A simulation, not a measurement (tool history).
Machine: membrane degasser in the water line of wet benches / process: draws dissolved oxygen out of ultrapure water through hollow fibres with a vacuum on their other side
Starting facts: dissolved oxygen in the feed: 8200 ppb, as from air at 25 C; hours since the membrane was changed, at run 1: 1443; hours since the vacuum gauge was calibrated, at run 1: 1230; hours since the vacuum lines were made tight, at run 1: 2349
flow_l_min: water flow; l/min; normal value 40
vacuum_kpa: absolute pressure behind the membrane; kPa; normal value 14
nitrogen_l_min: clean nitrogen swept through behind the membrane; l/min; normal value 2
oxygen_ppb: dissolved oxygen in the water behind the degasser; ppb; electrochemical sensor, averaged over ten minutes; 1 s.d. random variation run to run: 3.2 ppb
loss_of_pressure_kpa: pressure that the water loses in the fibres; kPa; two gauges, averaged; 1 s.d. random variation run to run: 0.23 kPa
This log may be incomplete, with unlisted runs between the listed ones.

run,hour,flow_l_min,vacuum_kpa,nitrogen_l_min,hours since the membrane was changed,hours since the vacuum gauge was calibrated,hours since the vacuum lines were made tight,oxygen_ppb,loss_of_pressure_kpa
1,0,40,14,2,1443,1230,2349,572.7,60.23
2,47.6,40,25,2,1490,1277,2396,977.6,60.06
3,75.6,40,14,2,1518,1305,2424,576.4,60.04
4,122.5,57,14,2,1565,1352,2471,915.1,85.5
5,164.4,40,14,2,1607,1394,2513,571.1,60.64
6,187.1,40,14,2,1630,1417,2536,573.4,60.19
7,217.2,40,14,2,1660,1447,2566,574.7,60.07
8,261.2,40,14,2,1704,1491,2610,576.5,60.31
9,283.1,40,14,2,1726,1513,2632,573.9,60.11
# hour 286.5: vacuum gauge calibrated
10,325.9,40,14,2,1768,39,2674,579.6,60.15
11,352.3,40,14,2,1794,66,2700,583.5,60.31
# hour 384.5: vacuum gauge calibrated, once more
12,394.4,40,14,2,1836,10,2742,570.4,60.7
13,422.9,40,14,2,1864,38,2770,566.6,60
14,458.6,40,14,2,1900,74,2806,569.1,60.2
15,492,40,11.9,2,1934,107,2839,490,60.29
16,521.4,40,11.9,2,1963,137,2869,481.7,59.76
17,547.3,31,16.8,2,1989,163,2895,503.4,46.96
18,591.7,61,33.2,2,2033,207,2939,1833.2,92.19
19,626.2,44,33.2,2,2068,242,2974,1379.1,66.35
20,650.2,44,19.3,2,2092,266,2998,866.8,66.32
21,699.3,44,13.5,0.8,2141,315,3047,1085.9,66.61
22,722.4,40,14.3,2,2164,338,3070,581.2,60.6
23,752,40,10,5.23,2193,367,3099,243.2,60.06
24,793.9,40,10,1.13,2235,409,3141,584.4,60.64
25,842.3,40,10,1.13,2284,458,3190,583.8,60.6
26,881.9,49,9.3,1.68,2323,497,3229,574.3,74.16
27,906,40,26.6,2,2348,521,3253,1036.6,60.32
28,950.5,62,16.5,2.85,2392,566,3298,956.8,93.65
29,1000.6,26,31.4,5.86,2442,616,3348,319.5,39.18
30,1034.9,40,26.6,4.4,2476,650,3382,592.1,60.71
31,1083.2,40,26.6,4.4,2525,699,3431,595.9,60.67

Below, some changes in oxygen_ppb between adjacent runs. For each, the amount present without the hidden state too (settings, incoming material, random variation) and the amount remaining for the hidden state with gauge scatter not shared by both compared results:
The tool's hidden condition here consists of: membrane still open, %; true pressure behind the membrane over the reading, kPa; air that leaks in behind the membrane, l/min; drift of the gauge itself on oxygen_ppb, %; drift of the gauge itself on loss_of_pressure_kpa, %.
Run 11 -> 12: vacuum gauge calibrated, once more. oxygen_ppb -13.1 ppb: hidden state -8.6, all else -4.5.
Run 17 -> 18: flow_l_min 31 -> 61, vacuum_kpa 16.8 -> 33.2. oxygen_ppb +1329.8 ppb: hidden state +7.7, all else +1322.1.
Run 19 -> 20: vacuum_kpa 33.2 -> 19.3. oxygen_ppb -512.3 ppb: hidden state +0.4, all else -512.7.
Run 27 -> 28: flow_l_min 40 -> 62, vacuum_kpa 26.6 -> 16.5, nitrogen_l_min 2 -> 2.85. oxygen_ppb -79.8 ppb: hidden state +10, all else -89.8.
Run 28 -> 29: flow_l_min 62 -> 26, vacuum_kpa 16.5 -> 31.4, nitrogen_l_min 2.85 -> 5.86. oxygen_ppb -637.3 ppb: hidden state -14.2, all else -623.1.
